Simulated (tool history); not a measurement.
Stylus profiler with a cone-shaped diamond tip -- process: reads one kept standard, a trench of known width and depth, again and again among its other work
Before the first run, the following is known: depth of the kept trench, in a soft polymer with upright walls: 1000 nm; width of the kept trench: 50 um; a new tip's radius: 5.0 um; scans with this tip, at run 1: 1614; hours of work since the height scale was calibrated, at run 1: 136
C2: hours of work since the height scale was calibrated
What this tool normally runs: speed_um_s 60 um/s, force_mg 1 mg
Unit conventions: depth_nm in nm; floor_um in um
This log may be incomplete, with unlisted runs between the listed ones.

{"run": 1, "hour": 0.0, "speed_um_s": 60, "force_mg": 1, "scans with this tip": 1614, "C2": 136, "depth_nm": 1003.07, "floor_um": 43.51}
{"run": 2, "hour": 18.8, "speed_um_s": 60, "force_mg": 1, "scans with this tip": 1708, "C2": 144, "depth_nm": 1003.45, "floor_um": 43.47}
{"run": 3, "hour": 53.8, "speed_um_s": 60, "force_mg": 0.66, "scans with this tip": 1883, "C2": 159, "depth_nm": 1002.65, "floor_um": 43.32}
{"run": 4, "hour": 90.2, "speed_um_s": 195, "force_mg": 1, "scans with this tip": 2065, "C2": 175, "depth_nm": 1003.45, "floor_um": 42.22}
{"run": 5, "hour": 124.1, "speed_um_s": 116, "force_mg": 1, "scans with this tip": 2235, "C2": 189, "depth_nm": 1003.37, "floor_um": 43.01}
{"run": 6, "hour": 154.7, "speed_um_s": 116, "force_mg": 1, "scans with this tip": 2388, "C2": 202, "depth_nm": 1003.26, "floor_um": 42.94}
{"run": 7, "hour": 176.4, "speed_um_s": 60, "force_mg": 1, "scans with this tip": 2497, "C2": 211, "depth_nm": 1003.31, "floor_um": 43.49}
{"run": 8, "hour": 193.7, "speed_um_s": 60, "force_mg": 1, "scans with this tip": 2584, "C2": 218, "depth_nm": 1003.37, "floor_um": 43.5}
{"run": 9, "hour": 215.6, "speed_um_s": 60, "force_mg": 1, "scans with this tip": 2693, "C2": 228, "depth_nm": 1003.41, "floor_um": 43.41}
{"run": 10, "hour": 249.7, "speed_um_s": 60, "force_mg": 1, "scans with this tip": 2864, "C2": 242, "depth_nm": 1003.07, "floor_um": 43.46}
{"run": 11, "hour": 282.7, "speed_um_s": 43, "force_mg": 1, "scans with this tip": 3029, "C2": 256, "depth_nm": 1003.32, "floor_um": 43.65}
{"run": 12, "hour": 312.8, "speed_um_s": 60, "force_mg": 1, "scans with this tip": 3180, "C2": 269, "depth_nm": 1003.45, "floor_um": 43.46}
{"run": 13, "hour": 330.4, "speed_um_s": 60, "force_mg": 1, "scans with this tip": 3268, "C2": 276, "depth_nm": 1003.42, "floor_um": 43.4}
{"run": 14, "hour": 348.8, "speed_um_s": 42, "force_mg": 1, "scans with this tip": 3360, "C2": 284, "depth_nm": 1003.23, "floor_um": 43.61}
{"run": 15, "hour": 381.3, "speed_um_s": 22, "force_mg": 1, "scans with this tip": 3523, "C2": 298, "depth_nm": 1002.95, "floor_um": 43.81}
{"run": 16, "hour": 404.4, "speed_um_s": 22, "force_mg": 1, "scans with this tip": 3639, "C2": 308, "depth_nm": 1003.62, "floor_um": 43.82}
{"run": 17, "hour": 438.8, "speed_um_s": 60, "force_mg": 0.81, "scans with this tip": 3811, "C2": 322, "depth_nm": 1002.85, "floor_um": 43.39}
{"run": 18, "hour": 476.4, "speed_um_s": 60, "force_mg": 0.57, "scans with this tip": 3999, "C2": 338, "depth_nm": 1002.08, "floor_um": 43.29}
{"run": 19, "hour": 507.2, "speed_um_s": 122, "force_mg": 1, "scans with this tip": 4154, "C2": 351, "depth_nm": 1003.38, "floor_um": 42.85}
{"run": 20, "hour": 528.8, "speed_um_s": 122, "force_mg": 1, "scans with this tip": 4262, "C2": 360, "depth_nm": 1003.45, "floor_um": 42.87}
{"run": 21, "hour": 551.5, "speed_um_s": 122, "force_mg": 1, "scans with this tip": 4376, "C2": 370, "depth_nm": 1003.24, "floor_um": 42.89}
{"run": 22, "hour": 572.1, "speed_um_s": 60, "force_mg": 0.63, "scans with this tip": 4479, "C2": 379, "depth_nm": 1002.08, "floor_um": 43.36}
{"run": 23, "hour": 602.9, "speed_um_s": 60, "force_mg": 0.63, "scans with this tip": 4633, "C2": 392, "depth_nm": 1002.43, "floor_um": 43.26}
{"run": 24, "hour": 639.7, "speed_um_s": 60, "force_mg": 0.63, "scans with this tip": 4817, "C2": 407, "depth_nm": 1002.5, "floor_um": 43.29}
{"run": 25, "hour": 657.5, "speed_um_s": 19, "force_mg": 2.64, "scans with this tip": 4906, "C2": 415, "depth_nm": 1006.19, "floor_um": 43.88}
{"run": 26, "hour": 679.7, "speed_um_s": 40, "force_mg": 2.81, "scans with this tip": 5017, "C2": 424, "depth_nm": 1006.82, "floor_um": 43.77}
{"run": 27, "hour": 700.5, "speed_um_s": 122, "force_mg": 0.58, "scans with this tip": 5122, "C2": 433, "depth_nm": 1002.21, "floor_um": 42.57}
{"run": 28, "hour": 726.4, "speed_um_s": 122, "force_mg": 0.58, "scans with this tip": 5251, "C2": 444, "depth_nm": 1002.32, "floor_um": 42.56}
{"run": 29, "hour": 746.3, "speed_um_s": 115, "force_mg": 1, "scans with this tip": 5351, "C2": 452, "depth_nm": 1003.4, "floor_um": 42.95}
{"run": 30, "hour": 783.5, "speed_um_s": 23, "force_mg": 0.97, "scans with this tip": 5537, "C2": 468, "depth_nm": 1003.92, "floor_um": 43.79}
{"run": 31, "hour": 807.3, "speed_um_s": 21, "force_mg": 0.58, "scans with this tip": 5657, "C2": 478, "depth_nm": 1002.39, "floor_um": 43.73}
{"run": 32, "hour": 824.5, "speed_um_s": 30, "force_mg": 0.58, "scans with this tip": 5743, "C2": 485, "depth_nm": 1002.49, "floor_um": 43.63}
{"run": 33, "hour": 860.6, "speed_um_s": 115, "force_mg": 0.6, "scans with this tip": 5923, "C2": 501, "depth_nm": 1002.48, "floor_um": 42.66}
{"run": 34, "hour": 896.5, "speed_um_s": 115, "force_mg": 0.6, "scans with this tip": 6103, "C2": 516, "depth_nm": 1002.41, "floor_um": 42.64}
{"run": 35, "hour": 916.8, "speed_um_s": 86, "force_mg": 0.73, "scans with this tip": 6205, "C2": 524, "depth_nm": 1002.19, "floor_um": 43.07}
{"run": 36, "hour": 944.0, "speed_um_s": 193, "force_mg": 2.74, "scans with this tip": 6341, "C2": 536, "depth_nm": 1006.45, "floor_um": 42.96}
{"run": 37, "hour": 974.6, "speed_um_s": 32, "force_mg": 0.73, "scans with this tip": 6494, "C2": 549, "depth_nm": 1002.79, "floor_um": 43.66}
{"run": 38, "hour": 1009.6, "speed_um_s": 25, "force_mg": 0.85, "scans with this tip": 6669, "C2": 564, "depth_nm": 1002.84, "floor_um": 43.77}
{"run": 39, "hour": 1032.4, "speed_um_s": 25, "force_mg": 1.85, "scans with this tip": 6784, "C2": 573, "depth_nm": 1005.19, "floor_um": 43.83}
{"run": 40, "hour": 1061.3, "speed_um_s": 25, "force_mg": 1.85, "scans with this tip": 6928, "C2": 586, "depth_nm": 1005.03, "floor_um": 43.87}
{"run": 41, "hour": 1091.9, "speed_um_s": 206, "force_mg": 0.43, "scans with this tip": 7082, "C2": 599, "depth_nm": 1001.79, "floor_um": 41.13}
{"run": 42, "hour": 1129.8, "speed_um_s": 206, "force_mg": 0.43, "scans with this tip": 7271, "C2": 615, "depth_nm": 1001.86, "floor_um": 41.2}
{"run": 43, "hour": 1151.5, "speed_um_s": 53, "force_mg": 0.86, "scans with this tip": 7380, "C2": 624, "depth_nm": 1003.37, "floor_um": 43.47}
{"run": 44, "hour": 1168.7, "speed_um_s": 53, "force_mg": 0.86, "scans with this tip": 7466, "C2": 631, "depth_nm": 1002.57, "floor_um": 43.48}
{"run": 45, "hour": 1188.6, "speed_um_s": 53, "force_mg": 0.86, "scans with this tip": 7566, "C2": 640, "depth_nm": 1003.05, "floor_um": 43.47}
{"run": 46, "hour": 1207.1, "speed_um_s": 53, "force_mg": 0.86, "scans with this tip": 7658, "C2": 647, "depth_nm": 1003.3, "floor_um": 43.53}
{"run": 47, "hour": 1232.8, "speed_um_s": 28, "force_mg": 1, "scans with this tip": 7787, "C2": 658, "depth_nm": 1003.64, "floor_um": 43.71}
{"run": 48, "hour": 1270.6, "speed_um_s": 114, "force_mg": 0.38, "scans with this tip": 7977, "C2": 674, "depth_nm": 1001.49, "floor_um": 42.31}

Here are 3 independent what-if runs from the current tool condition. What would each one return?
{"run": "A", "hour": 1307.1, "speed_um_s": 30, "force_mg": 2.97, "scans with this tip": 8159, "C2": 690, "depth_nm": "?", "floor_um": "?"}
{"run": "B", "hour": 1307.1, "speed_um_s": 230, "force_mg": 0.53, "scans with this tip": 8159, "C2": 690, "depth_nm": "?", "floor_um": "?"}
{"run": "C", "hour": 1307.1, "speed_um_s": 114, "force_mg": 1.47, "scans with this tip": 8159, "C2": 690, "depth_nm": "?", "floor_um": "?"}

run=A depth_nm=1006.55 floor_um=43.84
run=B depth_nm=1002.47 floor_um=41.16
run=C depth_nm=1004.58 floor_um=43.16
Take away the tool's hidden state, keep each run's random variation, and the runs would have read:
run=A depth_nm=1006.54 floor_um=43.84
run=B depth_nm=1002.46 floor_um=41.17
run=C depth_nm=1004.57 floor_um=43.17

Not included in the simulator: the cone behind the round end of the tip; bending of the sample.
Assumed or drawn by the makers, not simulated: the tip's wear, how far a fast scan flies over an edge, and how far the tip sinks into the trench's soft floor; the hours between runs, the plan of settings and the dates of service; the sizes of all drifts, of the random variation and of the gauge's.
